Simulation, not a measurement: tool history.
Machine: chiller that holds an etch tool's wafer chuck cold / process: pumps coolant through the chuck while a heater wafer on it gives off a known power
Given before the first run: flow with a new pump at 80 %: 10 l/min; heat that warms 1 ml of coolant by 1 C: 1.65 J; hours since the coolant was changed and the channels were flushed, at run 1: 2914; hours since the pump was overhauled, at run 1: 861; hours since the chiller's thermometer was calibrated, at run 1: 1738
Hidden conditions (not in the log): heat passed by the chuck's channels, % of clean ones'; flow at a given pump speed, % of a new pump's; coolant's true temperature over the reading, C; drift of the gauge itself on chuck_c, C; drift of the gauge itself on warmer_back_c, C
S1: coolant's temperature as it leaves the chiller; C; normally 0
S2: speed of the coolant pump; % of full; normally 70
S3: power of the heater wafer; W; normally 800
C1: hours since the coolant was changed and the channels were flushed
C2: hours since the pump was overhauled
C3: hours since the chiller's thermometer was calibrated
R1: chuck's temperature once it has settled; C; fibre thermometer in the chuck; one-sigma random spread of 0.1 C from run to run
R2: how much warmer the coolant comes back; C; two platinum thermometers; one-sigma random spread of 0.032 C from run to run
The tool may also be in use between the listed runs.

| run | hour | S1 | S2 | S3 | C1 | C2 | C3 | R1 | R2 |
|---|---|---|---|---|---|---|---|---|---|
| 1 | 0.0 | 0 | 70 | 800 | 2914 | 861 | 1738 | 9.9 | 3.40 |
| 2 | 37.8 | 0 | 70 | 1013 | 2952 | 899 | 1776 | 12.5 | 4.34 |
| 3 | 72.4 | 0 | 70 | 1013 | 2987 | 934 | 1810 | 12.6 | 4.40 |
| 4 | 129.1 | 0 | 70 | 421 | 3043 | 990 | 1867 | 5.4 | 1.86 |
| 5 | 163.8 | 0 | 64 | 800 | 3078 | 1025 | 1902 | 11.0 | 3.84 |
| 6 | 202.1 | 0 | 64 | 897 | 3116 | 1063 | 1940 | 12.2 | 4.24 |
| 7 | 226.6 | 0 | 70 | 1097 | 3141 | 1088 | 1965 | 13.6 | 4.72 |
| 8 | 261.5 | 0 | 81 | 800 | 3176 | 1123 | 2000 | 8.8 | 2.88 |
| 9 | 313.3 | 0 | 70 | 800 | 3227 | 1175 | 2051 | 10.1 | 3.48 |
| 10 | 355.1 | 0 | 70 | 800 | 3269 | 1216 | 2093 | 10.1 | 3.46 |
| 11 | 402.7 | 0 | 70 | 800 | 3317 | 1264 | 2141 | 10.0 | 3.52 |
| 12 | 450.9 | 0 | 70 | 800 | 3365 | 1312 | 2189 | 10.3 | 3.51 |
| 13 | 476.8 | 10 | 70 | 800 | 3391 | 1338 | 2215 | 20.2 | 3.42 |
| 14 | 526.0 | 10 | 70 | 700 | 3440 | 1387 | 2264 | 19.1 | 2.99 |
| 15 | 559.1 | 0 | 70 | 435 | 3473 | 1420 | 2297 | 5.8 | 1.88 |
| 16 | 599.4 | 0 | 70 | 435 | 3514 | 1461 | 2338 | 5.7 | 1.85 |
| 17 | 626.4 | 5 | 70 | 626 | 3541 | 1488 | 2365 | 13.2 | 2.74 |
| 18 | 672.2 | 0 | 70 | 1033 | 3586 | 1533 | 2410 | 13.1 | 4.50 |
| 19 | 710.5 | 0 | 70 | 1033 | 3625 | 1572 | 2449 | 13.3 | 4.47 |
| 20 | 738.9 | 0 | 74 | 437 | 3653 | 1600 | 2477 | 5.4 | 1.79 |
| 21 | 780.6 | 0 | 74 | 437 | 3695 | 1642 | 2519 | 5.7 | 1.81 |
| 22 | 810.2 | 0 | 98 | 833 | 3724 | 1671 | 2548 | 7.8 | 2.49 |
| 23 | 840.9 | 0 | 98 | 833 | 3755 | 1702 | 2579 | 7.9 | 2.50 |
| 24 | 895.1 | 0 | 64 | 800 | 3809 | 1756 | 2633 | 11.4 | 3.90 |
| 25 | 929.8 | -9 | 78 | 800 | 3844 | 1791 | 2668 | 0.4 | 3.12 |
| 26 | 979.9 | 1 | 67 | 654 | 3894 | 1841 | 2718 | 10.0 | 3.00 |
| 27 | 1036.5 | 1 | 72 | 460 | 3951 | 1898 | 2775 | 7.2 | 1.99 |
| 28 | 1082.2 | 1 | 72 | 460 | 3996 | 1943 | 2820 | 7.0 | 1.98 |
| 29 | 1124.1 | -3 | 70 | 800 | 4038 | 1985 | 2862 | 7.6 | 3.52 |
| 30 | 1175.9 | -3 | 95 | 458 | 4090 | 2037 | 2914 | 1.8 | 1.46 |
| 31 | 1226.7 | -3 | 95 | 458 | 4141 | 2088 | 2965 | 1.8 | 1.46 |
| 32 | 1263.7 | 10 | 66 | 674 | 4178 | 2125 | 3002 | 19.7 | 3.18 |

Hidden state or all else? Some run-to-run changes of R1, split into what the settings, what came in and random variation would give without the hidden state, and what is left for the hidden state (with any gauge scatter that isn't in both results):
Run 14 -> 15: S1 10 -> 0, S3 700 -> 435. R1 -13.3 C: hidden state -0.5, all else -12.8.
Run 19 -> 20: S2 70 -> 74, S3 1033 -> 437. R1 -7.9 C: hidden state -1.1, all else -6.8.
Run 24 -> 25: S1 0 -> -9, S2 64 -> 78. R1 -11.0 C: hidden state -0.2, all else -10.8.
Run 29 -> 30: S2 70 -> 95, S3 800 -> 458. R1 -5.8 C: hidden state -0.9, all else -4.9.
Run 31 -> 32: S1 -3 -> 10, S2 95 -> 66, S3 458 -> 674. R1 +17.9 C: hidden state +0.8, all else +17.1.

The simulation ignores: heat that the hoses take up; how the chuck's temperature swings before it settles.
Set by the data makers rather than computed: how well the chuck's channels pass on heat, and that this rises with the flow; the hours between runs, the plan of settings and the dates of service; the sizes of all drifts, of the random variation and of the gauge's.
